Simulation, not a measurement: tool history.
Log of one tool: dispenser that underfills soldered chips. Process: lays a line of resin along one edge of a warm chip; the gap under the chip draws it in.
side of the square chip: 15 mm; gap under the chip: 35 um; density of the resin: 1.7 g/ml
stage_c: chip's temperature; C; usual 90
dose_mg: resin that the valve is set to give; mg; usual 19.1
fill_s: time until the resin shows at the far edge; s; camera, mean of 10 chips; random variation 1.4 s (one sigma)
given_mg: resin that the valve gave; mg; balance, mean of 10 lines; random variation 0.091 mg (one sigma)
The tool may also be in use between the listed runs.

run	day	stage_c	dose_mg	fill_s	given_mg
1	0	90	19.1	196.4	18.78
# day 0.171: new syringe of resin
2	0.346	90	19.1	169.5	18.87
# day 0.617: new syringe of resin
3	0.617	90	19.1	131.6	18.69
4	0.925	90	19.1	210.6	18.93
# day 1.067: new syringe of resin
5	1.183	90	19.1	158.7	18.59
6	1.417	90	19.1	223.8	18.64
# day 1.504: new syringe of resin
7	1.646	90	16.2	168.4	15.72
8	1.808	90	19.1	212.1	18.59
# day 1.954: new syringe of resin
9	2.033	90	19.1	143.9	18.41
10	2.296	90	19.1	213.6	18.49
# day 2.4: new syringe of resin
11	2.533	90	19.1	156.2	18.4
# day 2.838: new syringe of resin
12	2.838	90	19.1	125.4	18.43
13	3.125	90	19.1	197	18.44
# day 3.296: new syringe of resin
14	3.446	90	19.1	162.5	18.36
# day 3.733: new syringe of resin
15	3.746	90	19.1	132.5	18.27
16	3.942	90	19.1	176.4	18.31
# day 4.192: new syringe of resin
17	4.246	90	19.1	137.4	18.13
18	4.454	98	19.1	133.3	18.07
# day 4.646: new syringe of resin
19	4.804	98	19.1	109.6	18.08
20	4.996	90	22.1	215	20.89
# day 5.1: new syringe of resin
21	5.3	90	22.1	170.1	20.82
22	5.475	98	20	152.1	18.74
# day 5.558: new syringe of resin
23	5.696	98	20	106.5	18.72
# day 6.012: new syringe of resin
24	6.05	98	20	92.9	18.74
# day 6.283: dispensing valve cleaned and set on the balance
25	6.312	102	22.2	105.5	22.19
# day 6.517: new syringe of resin
26	6.567	102	22.2	76.3	22.09
27	6.817	99	17.2	134.5	17.22
# day 6.967: new syringe of resin
28	7.179	75	17.8	356.2	17.67
# day 7.412: new syringe of resin
29	7.412	75	23	254.6	22.64
30	7.767	90	20.4	211.5	20.27
# day 7.85: new syringe of resin
31	7.929	104	16.4	76.1	16.16
32	8.162	91	23.4	189.4	23
# day 8.304: new syringe of resin
33	8.412	91	23.4	134	22.78
34	8.633	76	22.7	402.6	22.17
# day 8.762: new syringe of resin
35	8.888	91	20.2	140.5	19.9

Forecast each of these 3 alternatives for the next run:
A	9.071	100	19.6	?	?
B	9.071	104	16.2	?	?
C	9.071	105	23.3	?	?

run	fill_s	given_mg
A	123.5	19.07
B	109.3	15.78
C	97.9	22.7
Without the tool's hidden state the same runs would have given:
run	fill_s	given_mg
A	83	19.5
B	73.1	16.14
C	65.8	23.23
